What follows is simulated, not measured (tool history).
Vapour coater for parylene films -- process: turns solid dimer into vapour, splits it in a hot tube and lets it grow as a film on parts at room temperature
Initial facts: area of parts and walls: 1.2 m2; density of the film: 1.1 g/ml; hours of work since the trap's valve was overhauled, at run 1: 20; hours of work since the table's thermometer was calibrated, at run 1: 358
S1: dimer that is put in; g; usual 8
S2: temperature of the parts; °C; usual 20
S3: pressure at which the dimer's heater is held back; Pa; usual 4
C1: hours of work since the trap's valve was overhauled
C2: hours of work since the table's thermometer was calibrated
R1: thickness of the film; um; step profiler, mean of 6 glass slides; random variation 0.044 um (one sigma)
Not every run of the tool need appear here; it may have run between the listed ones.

| run | hour | S1 | S2 | S3 | C1 | C2 | R1 |
|---|---|---|---|---|---|---|---|
| 1 | 0 | 8 | 20 | 4 | 20 | 358 | 4.64 |
| 2 | 9.6 | 8 | 20 | 4 | 27 | 365 | 4.71 |
| 3 | 18.9 | 8 | 20 | 4 | 34 | 371 | 4.78 |
| 4 | 33.6 | 8 | 17 | 4 | 45 | 382 | 5.32 |
| 5 | 42.6 | 8 | 23 | 4 | 51 | 389 | 4.12 |
| 6 | 52.3 | 10 | 23 | 4 | 58 | 396 | 5.18 |
| 7 | 61.9 | 10 | 23 | 4 | 65 | 403 | 5.1 |
| 8 | 73.5 | 8 | 20 | 6.75 | 74 | 411 | 4.17 |
| 9 | 80.1 | 8 | 19 | 4 | 79 | 416 | 4.81 |
| 10 | 96.2 | 8 | 19 | 4 | 90 | 428 | 4.81 |
| 11 | 112.6 | 8 | 21 | 4 | 102 | 440 | 4.46 |
| 12 | 121.3 | 8 | 21 | 4 | 108 | 446 | 4.31 |
| 13 | 128.3 | 8 | 21 | 4 | 114 | 451 | 4.34 |
| 14 | 140.6 | 8 | 18 | 4 | 123 | 460 | 4.94 |
| 15 | 149.6 | 3 | 20 | 4 | 129 | 466 | 1.68 |
| 16 | 156.8 | 3 | 20 | 4 | 134 | 472 | 1.71 |
| 17 | 172.9 | 3 | 20 | 4 | 146 | 483 | 1.72 |
| 18 | 185.3 | 3 | 20 | 4 | 155 | 492 | 1.68 |
| 19 | 194.1 | 3 | 20 | 4 | 161 | 499 | 1.7 |
| 20 | 203.7 | 3 | 20 | 4 | 168 | 506 | 1.67 |
| 21 | 212.8 | 8 | 20 | 4 | 175 | 512 | 4.48 |
| 22 | 224.9 | 9 | 20 | 4 | 184 | 521 | 5.12 |
| 23 | 241 | 9 | 20 | 2.62 | 196 | 533 | 5.44 |
| 24 | 251.9 | 8 | 30 | 4 | 203 | 541 | 2.82 |
| 25 | 258.6 | 8 | 26 | 2.18 | 208 | 546 | 3.75 |
| 26 | 273.1 | 7 | 20 | 10.49 | 219 | 556 | 3.3 |
| 27 | 288.8 | 4 | 20 | 10.49 | 230 | 568 | 1.81 |
| 28 | 295.8 | 4 | 20 | 10.49 | 235 | 573 | 1.89 |
| 29 | 303.3 | 3 | 14 | 3.1 | 241 | 578 | 2.06 |
| 30 | 311.2 | 10 | 30 | 5.01 | 247 | 584 | 3.36 |
| 31 | 318.3 | 4 | 16 | 2.33 | 252 | 589 | 2.75 |
| 32 | 327.5 | 4 | 16 | 2.33 | 258 | 596 | 2.76 |
| 33 | 341.6 | 4 | 17 | 10.55 | 269 | 606 | 2.03 |
| 34 | 351.2 | 12 | 16 | 4.13 | 276 | 613 | 7.82 |
| 35 | 366.8 | 8 | 14 | 4 | 287 | 624 | 5.44 |
| 36 | 380.1 | 8 | 14 | 4 | 297 | 634 | 5.48 |
| 37 | 391.1 | 3 | 20 | 4.56 | 305 | 642 | 1.56 |
| 38 | 406.7 | 8 | 13 | 5.01 | 316 | 653 | 5.39 |
| 39 | 415.8 | 8 | 13 | 5.01 | 323 | 660 | 5.46 |
| 40 | 429.9 | 8 | 13 | 5.01 | 333 | 670 | 5.39 |
| 41 | 441.2 | 8 | 13 | 4 | 341 | 679 | 5.39 |
| 42 | 448.7 | 8 | 15 | 4 | 347 | 684 | 5.27 |
| 43 | 461 | 8 | 20 | 4.42 | 356 | 693 | 4.14 |
| 44 | 473.8 | 8 | 15 | 3.66 | 365 | 702 | 5.4 |
| 45 | 486.5 | 8 | 15 | 3.66 | 374 | 711 | 5.34 |
| 46 | 500.3 | 4 | 29 | 4.59 | 384 | 721 | 1.38 |
| 47 | 513.2 | 4 | 13 | 3.73 | 393 | 731 | 2.67 |
| 48 | 522.7 | 11 | 31 | 11.28 | 400 | 738 | 2.9 |

Hidden state or all else? Some run-to-run changes of R1, split into what the settings, what came in and random variation would give without the hidden state, and what is left for the hidden state (with any gauge scatter that isn't in both results):
What the log doesn't record here: vapour lost through the trap's worn valve, %; true temperature of the parts over the reading, C; drift of the gauge itself on film_um, %.
Run 33 -> 34: S1 4 -> 12, S2 17 -> 16, S3 10.55 -> 4.13. R1 +5.79 um: hidden state -0.69, all else +6.48.
Run 34 -> 35: S1 12 -> 8, S2 16 -> 14, S3 4.13 -> 4. R1 -2.38 um: hidden state +0.48, all else -2.86.
Run 36 -> 37: S1 8 -> 3, S2 14 -> 20, S3 4 -> 4.56. R1 -3.92 um: hidden state +0.28, all else -4.2.
Run 45 -> 46: S1 8 -> 4, S2 15 -> 29, S3 3.66 -> 4.59. R1 -3.96 um: hidden state +0.39, all else -4.35.

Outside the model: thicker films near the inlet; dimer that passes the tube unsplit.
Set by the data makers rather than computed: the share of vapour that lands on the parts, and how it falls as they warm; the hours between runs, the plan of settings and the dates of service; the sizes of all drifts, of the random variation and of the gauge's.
